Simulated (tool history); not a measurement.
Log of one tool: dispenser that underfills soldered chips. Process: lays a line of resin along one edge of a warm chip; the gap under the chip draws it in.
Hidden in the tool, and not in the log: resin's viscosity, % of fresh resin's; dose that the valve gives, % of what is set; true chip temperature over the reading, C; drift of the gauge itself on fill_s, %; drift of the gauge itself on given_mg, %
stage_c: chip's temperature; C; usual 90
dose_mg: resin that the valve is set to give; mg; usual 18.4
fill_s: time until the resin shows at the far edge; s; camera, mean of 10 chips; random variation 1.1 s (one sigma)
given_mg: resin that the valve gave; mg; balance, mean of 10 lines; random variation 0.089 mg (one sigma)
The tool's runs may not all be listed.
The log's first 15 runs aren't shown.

| run | hour | stage_c | dose_mg | hours of work since the syringe was changed | hours of work since the valve was cleaned | hours of work since the stage was calibrated | fill_s | given_mg |
|---|---|---|---|---|---|---|---|---|
| 16 | 125.6 | 90 | 17.3 | 4 | 59 | 343 | 143.4 | 16.47 |
|  | 129.6 | new syringe of resin |
| 17 | 136.1 | 90 | 18.4 | 5 | 66 | 350 | 155.4 | 17.65 |
|  | 138.4 | new syringe of resin |
| 18 | 142.4 | 90 | 18.4 | 3 | 70 | 355 | 136.1 | 17.56 |
|  | 147.2 | new syringe of resin |
| 19 | 151.4 | 80 | 18.5 | 3 | 76 | 361 | 199.3 | 17.74 |
|  | 156.0 | new syringe of resin |
| 20 | 158.6 | 102 | 22.2 | 2 | 81 | 365 | 79.2 | 21.14 |
|  | 165.3 | new syringe of resin |
| 21 | 167.4 | 77 | 22.2 | 1 | 87 | 371 | 193.0 | 21.11 |
| 22 | 172.5 | 102 | 20.6 | 5 | 91 | 375 | 100.9 | 19.45 |
|  | 174.5 | new syringe of resin |
| 23 | 179.7 | 76 | 18.2 | 4 | 95 | 380 | 253.7 | 17.34 |
|  | 183.8 | new syringe of resin |
| 24 | 187.1 | 76 | 18.2 | 2 | 100 | 385 | 221.7 | 17.15 |
|  | 193.4 | new syringe of resin |
| 25 | 195.8 | 90 | 19.6 | 2 | 106 | 390 | 119.8 | 18.53 |
| 26 | 200.9 | 102 | 17.2 | 5 | 110 | 394 | 104.5 | 16.17 |
|  | 202.8 | new syringe of resin |
|  | 205.5 | dispensing valve cleaned and set on the balance |
|  | 213.1 | new syringe of resin |
| 27 | 213.8 | 93 | 16.8 | 0 | 5 | 402 | 101.9 | 16.76 |
|  | 222.2 | new syringe of resin |
| 28 | 223.9 | 82 | 18.2 | 1 | 12 | 409 | 160.2 | 18.04 |
|  | 231.0 | new syringe of resin |
| 29 | 231.4 | 85 | 20.3 | 0 | 17 | 414 | 131.3 | 20.07 |
| 30 | 238.3 | 103 | 22.6 | 5 | 22 | 418 | 99.6 | 22.26 |
|  | 240.1 | new syringe of resin |
|  | 249.4 | new syringe of resin |
| 31 | 250.2 | 88 | 15.7 | 1 | 30 | 426 | 123.4 | 15.48 |
| 32 | 255.6 | 80 | 21.9 | 4 | 34 | 430 | 226.2 | 21.59 |
|  | 258.5 | new syringe of resin |
| 33 | 265.9 | 76 | 23.4 | 5 | 41 | 437 | 274.4 | 22.90 |
|  | 267.9 | new syringe of resin |
|  | 277.0 | new syringe of resin |
| 34 | 277.5 | 95 | 18.3 | 0 | 48 | 445 | 92.5 | 17.80 |
|  | 286.0 | new syringe of resin |
| 35 | 286.0 | 96 | 16.2 | 0 | 54 | 450 | 87.0 | 15.69 |

4 ways to go on from here, each from the tool as it stands after run 35. What would each give?
| A | 292.9 | 104 | 21.9 | 5 | 59 | 455 | ? | ? |
| B | 292.9 | 83 | 16.2 | 5 | 59 | 455 | ? | ? |
| C | 292.9 | 88 | 23.3 | 5 | 59 | 455 | ? | ? |
| D | 292.9 | 76 | 17.3 | 5 | 59 | 455 | ? | ? |

| run | fill_s | given_mg |
|---|---|---|
| A | 93.0 | 21.35 |
| B | 212.0 | 15.58 |
| C | 165.8 | 22.55 |
| D | 274.1 | 16.60 |
Without the tool's hidden state the same runs would have given:
| run | fill_s | given_mg |
|---|---|---|
| A | 60.9 | 22.08 |
| B | 136.6 | 16.11 |
| C | 108.1 | 23.33 |
| D | 176.6 | 17.17 |
